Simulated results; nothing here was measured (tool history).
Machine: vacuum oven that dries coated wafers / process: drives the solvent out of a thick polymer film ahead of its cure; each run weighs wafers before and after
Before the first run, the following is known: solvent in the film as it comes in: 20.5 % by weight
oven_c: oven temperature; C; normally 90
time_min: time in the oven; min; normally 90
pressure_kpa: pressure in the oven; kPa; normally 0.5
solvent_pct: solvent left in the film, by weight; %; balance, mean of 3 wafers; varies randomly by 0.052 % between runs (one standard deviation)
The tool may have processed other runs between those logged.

Run 1, hour 0: usual settings. Result: solvent_pct 1.46 %.
Run 2, hour 10.6: usual settings. Result: solvent_pct 1.54 %.
Run 3, hour 26.2: usual settings. Result: solvent_pct 1.42 %.
Run 4, hour 35.3: usual settings but time_min 80 min. Result: solvent_pct 1.82 %.
Run 5, hour 52: usual settings. Result: solvent_pct 1.4 %.
Run 6, hour 63.1: usual settings but oven_c 103 C. Result: solvent_pct 0.56 %.
Run 7, hour 77.2: usual settings but oven_c 103 C. Result: solvent_pct 0.62 %.
Run 8, hour 85.5: usual settings but oven_c 103 C. Result: solvent_pct 0.58 %.
Run 9, hour 95.4: usual settings but oven_c 103 C. Result: solvent_pct 0.62 %.
Run 10, hour 109.5: usual settings but oven_c 103 C. Result: solvent_pct 0.63 %.
Run 11, hour 119.3: usual settings but oven_c 103 C. Result: solvent_pct 0.62 %.
Run 12, hour 128.1: usual settings but oven_c 103 C. Result: solvent_pct 0.61 %.
Run 13, hour 141.3: usual settings but oven_c 103 C. Result: solvent_pct 0.53 %.
Run 14, hour 158.5: usual settings but pressure_kpa 1.359 kPa. Result: solvent_pct 2.76 %.
Run 15, hour 172.4: usual settings but time_min 157 min, pressure_kpa 1.359 kPa. Result: solvent_pct 2.37 %.
Run 16, hour 180.8: usual settings but time_min 157 min, pressure_kpa 1.359 kPa. Result: solvent_pct 2.24 %.
Run 17, hour 190.1: usual settings but oven_c 92 C, time_min 59 min, pressure_kpa 0.341 kPa. Result: solvent_pct 1.91 %.
Run 18, hour 198.3: usual settings but oven_c 99 C, time_min 59 min, pressure_kpa 0.268 kPa. Result: solvent_pct 0.8 %.
Run 19, hour 211.2: usual settings but oven_c 99 C, time_min 112 min, pressure_kpa 0.499 kPa. Result: solvent_pct 0.66 %.
Run 20, hour 224.7: usual settings but oven_c 86 C, time_min 88 min, pressure_kpa 0.264 kPa. Result: solvent_pct 1.94 %.
Run 21, hour 239.1: usual settings but oven_c 95 C, time_min 81 min, pressure_kpa 0.389 kPa. Result: solvent_pct 0.96 %.
Run 22, hour 253.2: usual settings but oven_c 95 C, time_min 81 min, pressure_kpa 0.389 kPa. Result: solvent_pct 0.92 %.
Run 23, hour 269.8: usual settings but oven_c 77 C, pressure_kpa 0.633 kPa. Result: solvent_pct 5.74 %.
Run 24, hour 280.8: usual settings but pressure_kpa 0.253 kPa. Result: solvent_pct 1.19 %.
Run 25, hour 292.5: usual settings but pressure_kpa 0.253 kPa. Result: solvent_pct 1.14 %.

Pick out some run-to-run changes in solvent_pct. Of each, how much would a tool without hidden state show as well, from the settings, what came in and chance, and how much is left for the hidden state and any gauge scatter not in both results compared?
Hidden state at play: true wafer temperature over the reading, C; true pressure over the reading, kPa; drift of the gauge itself on solvent_pct, %.
Run 22 -> 23: oven_c 95 -> 77, time_min 81 -> 90, pressure_kpa 0.389 -> 0.633. solvent_pct +4.82 %: hidden state +0.33, all else +4.49.
Run 23 -> 24: oven_c 77 -> 90, pressure_kpa 0.633 -> 0.253. solvent_pct -4.55 %: hidden state -0.27, all else -4.28.
